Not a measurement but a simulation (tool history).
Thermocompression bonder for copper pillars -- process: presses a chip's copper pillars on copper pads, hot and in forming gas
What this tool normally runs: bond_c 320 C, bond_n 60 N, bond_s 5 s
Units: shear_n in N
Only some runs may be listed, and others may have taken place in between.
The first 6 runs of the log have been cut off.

| run | hour | bond_c | bond_n | bond_s | hours of work since the heater was calibrated | hours of work since the force cell was calibrated | hours of work since the gas filter was changed | shear_n |
|---|---|---|---|---|---|---|---|---|
| 7 | 181.9 | 320 | 60 | 5 | 80 | 94 | 170 | 30.9 |
| 8 | 221.4 | 320 | 60 | 5 | 98 | 113 | 188 | 30.4 |
|  | 247.3 | forming gas filter changed |
| 9 | 253.8 | 320 | 60 | 5 | 113 | 127 | 3 | 32.6 |
| 10 | 285.5 | 320 | 60 | 5 | 127 | 142 | 18 | 32.0 |
| 11 | 314.9 | 320 | 53 | 5 | 141 | 156 | 31 | 30.4 |
| 12 | 342.0 | 320 | 60 | 12 | 154 | 168 | 44 | 43.8 |
| 13 | 371.9 | 320 | 60 | 12 | 168 | 182 | 58 | 43.3 |
| 14 | 397.7 | 320 | 60 | 12 | 179 | 194 | 70 | 42.9 |
| 15 | 418.4 | 320 | 60 | 12 | 189 | 204 | 79 | 43.3 |
| 16 | 440.9 | 320 | 52 | 5 | 200 | 214 | 90 | 28.3 |
| 17 | 479.5 | 320 | 52 | 5 | 217 | 232 | 108 | 28.2 |
| 18 | 517.2 | 320 | 52 | 5 | 235 | 250 | 125 | 29.0 |
| 19 | 556.7 | 320 | 60 | 5 | 253 | 268 | 144 | 30.5 |
| 20 | 578.4 | 320 | 60 | 5 | 263 | 278 | 154 | 30.5 |
| 21 | 615.5 | 320 | 60 | 5 | 281 | 295 | 171 | 30.4 |
|  | 620.0 | force cell calibrated |
| 22 | 650.3 | 345 | 60 | 4 | 296 | 14 | 186 | 35.0 |
| 23 | 668.0 | 345 | 60 | 4 | 304 | 22 | 195 | 34.8 |
|  | 679.5 | forming gas filter changed |
| 24 | 691.6 | 345 | 60 | 4 | 315 | 33 | 6 | 36.9 |
| 25 | 711.1 | 323 | 38 | 5 | 324 | 42 | 15 | 24.5 |

Predict the results of run 26:
| 26 | 729.1 | 323 | 38 | 5 | 332 | 50 | 23 | ? |

Run 26 produced shear_n 24.0 N.
On a tool with no hidden condition, and with the same random variation, this run would have come out at shear_n 25.5 N.
